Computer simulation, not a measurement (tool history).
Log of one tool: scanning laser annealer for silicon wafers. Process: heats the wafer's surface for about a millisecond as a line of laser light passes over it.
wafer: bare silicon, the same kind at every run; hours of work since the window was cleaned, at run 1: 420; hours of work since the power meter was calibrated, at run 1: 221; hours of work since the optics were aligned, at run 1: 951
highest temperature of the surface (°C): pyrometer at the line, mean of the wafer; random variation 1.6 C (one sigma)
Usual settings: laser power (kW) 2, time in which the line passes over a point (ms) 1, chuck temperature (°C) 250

run,hour,laser power (kW),time in which the line passes over a point (ms),chuck temperature (°C),hours of work since the window was cleaned,hours of work since the power meter was calibrated,hours of work since the optics were aligned,highest temperature of the surface (°C)
1,0,2,1,250,420,221,951,942
2,16.7,2,1,250,432,234,964,941
3,31.6,2,0.87,250,443,245,975,883
4,45.3,2,0.87,250,454,255,985,889
5,60.5,2,1,250,465,267,997,939
6,75.3,2,1,250,476,278,1008,935
# hour 89.3: window over the wafer cleaned
7,96.6,2,1.1,250,6,292,1023,992
8,114.9,2,1.1,250,19,306,1036,993
9,133.4,2,1.1,250,33,320,1050,993
10,152.6,1.829,1,257,48,334,1065,895
11,163.7,2.115,1,250,56,343,1073,990
12,175.4,2.115,0.7,263,65,352,1082,864
13,189.8,2.12,1,228,76,362,1093,972
14,204.2,2.118,0.98,250,87,373,1104,983
15,225.4,1.797,1,245,103,389,1120,871
16,240.2,2.09,0.77,217,114,400,1131,844
17,250.7,1.715,1,250,122,408,1139,844

Forecast each of these 3 alternatives for the next run:
A,270.3,2.01,0.78,250,136,423,1153,?
B,270.3,1.715,1,266,136,423,1153,?
C,270.3,2,0.79,275,136,423,1153,?

run,highest temperature of the surface (°C)
A,857
B,860
C,879
Without the tool's hidden state the same runs would have given:
run,highest temperature of the surface (°C)
A,865
B,868
C,887

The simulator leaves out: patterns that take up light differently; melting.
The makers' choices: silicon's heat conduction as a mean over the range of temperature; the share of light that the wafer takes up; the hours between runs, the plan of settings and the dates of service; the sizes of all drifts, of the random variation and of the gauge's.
